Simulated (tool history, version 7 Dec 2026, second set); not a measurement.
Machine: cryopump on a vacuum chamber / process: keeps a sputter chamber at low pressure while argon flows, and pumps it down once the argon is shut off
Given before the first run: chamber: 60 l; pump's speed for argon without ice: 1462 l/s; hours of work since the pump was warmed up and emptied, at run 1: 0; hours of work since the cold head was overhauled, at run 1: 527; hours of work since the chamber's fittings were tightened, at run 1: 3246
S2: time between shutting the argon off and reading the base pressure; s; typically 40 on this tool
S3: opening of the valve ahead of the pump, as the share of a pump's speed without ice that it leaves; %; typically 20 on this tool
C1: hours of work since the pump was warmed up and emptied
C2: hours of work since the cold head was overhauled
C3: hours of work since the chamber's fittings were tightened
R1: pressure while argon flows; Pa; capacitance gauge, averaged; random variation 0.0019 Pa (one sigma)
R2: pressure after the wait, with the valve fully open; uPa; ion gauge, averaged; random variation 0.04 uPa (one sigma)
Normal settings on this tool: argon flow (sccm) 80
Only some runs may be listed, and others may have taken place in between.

{"run": 1, "hour": 0.0, "argon flow (sccm)": 80, "S2": 40, "S3": 20, "C1": 0, "C2": 527, "C3": 3246, "R1": 0.4614, "R2": 3.49}
{"run": 2, "hour": 59.8, "argon flow (sccm)": 80, "S2": 47, "S3": 20, "C1": 37, "C2": 565, "C3": 3283, "R1": 0.4647, "R2": 3.32}
{"run": 3, "hour": 129.3, "argon flow (sccm)": 92, "S2": 47, "S3": 20, "C1": 81, "C2": 608, "C3": 3327, "R1": 0.5429, "R2": 3.31}
{"run": 4, "hour": 204.3, "argon flow (sccm)": 80, "S2": 40, "S3": 20, "C1": 128, "C2": 655, "C3": 3374, "R1": 0.4718, "R2": 3.71}
{"run": 5, "hour": 270.4, "argon flow (sccm)": 80, "S2": 40, "S3": 20, "C1": 169, "C2": 696, "C3": 3415, "R1": 0.4762, "R2": 3.81}
{"run": 6, "hour": 338.5, "argon flow (sccm)": 80, "S2": 33, "S3": 20, "C1": 212, "C2": 739, "C3": 3458, "R1": 0.4801, "R2": 4.33}
{"run": 7, "hour": 417.7, "argon flow (sccm)": 80, "S2": 33, "S3": 20, "C1": 261, "C2": 789, "C3": 3507, "R1": 0.4786, "R2": 4.36}
{"run": 8, "hour": 462.4, "argon flow (sccm)": 132, "S2": 44, "S3": 19, "C1": 289, "C2": 817, "C3": 3535, "R1": 0.8433, "R2": 3.72}
{"run": 9, "hour": 547.9, "argon flow (sccm)": 58, "S2": 69, "S3": 20, "C1": 343, "C2": 870, "C3": 3589, "R1": 0.3551, "R2": 3.27}
{"run": 10, "hour": 621.4, "argon flow (sccm)": 58, "S2": 69, "S3": 20, "C1": 389, "C2": 916, "C3": 3635, "R1": 0.358, "R2": 3.31}
{"hour": 690.4, "done": "leaking fittings of the chamber tightened, without venting"}
{"run": 11, "hour": 691.7, "argon flow (sccm)": 80, "S2": 62, "S3": 38, "C1": 431, "C2": 959, "C3": 1, "R1": 0.279, "R2": 1.67}
{"run": 12, "hour": 771.1, "argon flow (sccm)": 43, "S2": 121, "S3": 40, "C1": 481, "C2": 1008, "C3": 51, "R1": 0.1468, "R2": 1.05}
{"run": 13, "hour": 822.6, "argon flow (sccm)": 43, "S2": 121, "S3": 40, "C1": 513, "C2": 1041, "C3": 83, "R1": 0.1481, "R2": 1.06}

Here are 3 independent what-if runs from the current tool condition. What would each one return?
{"hour": 848.0, "done": "pump warmed up, emptied and cooled again"}
{"run": "A", "hour": 900.5, "argon flow (sccm)": 80, "S2": 40, "S3": 21, "C1": 33, "C2": 1086, "C3": 128, "R1": "?", "R2": "?"}
{"hour": 848.0, "done": "pump warmed up, emptied and cooled again"}
{"run": "B", "hour": 900.5, "argon flow (sccm)": 60, "S2": 70, "S3": 40, "C1": 33, "C2": 1086, "C3": 128, "R1": "?", "R2": "?"}
{"hour": 848.0, "done": "pump warmed up, emptied and cooled again"}
{"run": "C", "hour": 900.5, "argon flow (sccm)": 75, "S2": 40, "S3": 18, "C1": 33, "C2": 1086, "C3": 128, "R1": "?", "R2": "?"}

run=A R1=0.4438 R2=2.41
run=B R1=0.1766 R2=1.5
run=C R1=0.4842 R2=2.34
Without the tool's hidden state the same runs would have given:
run=A R1=0.4389 R2=2.32
run=B R1=0.1728 R2=1.41
run=C R1=0.4796 R2=2.25
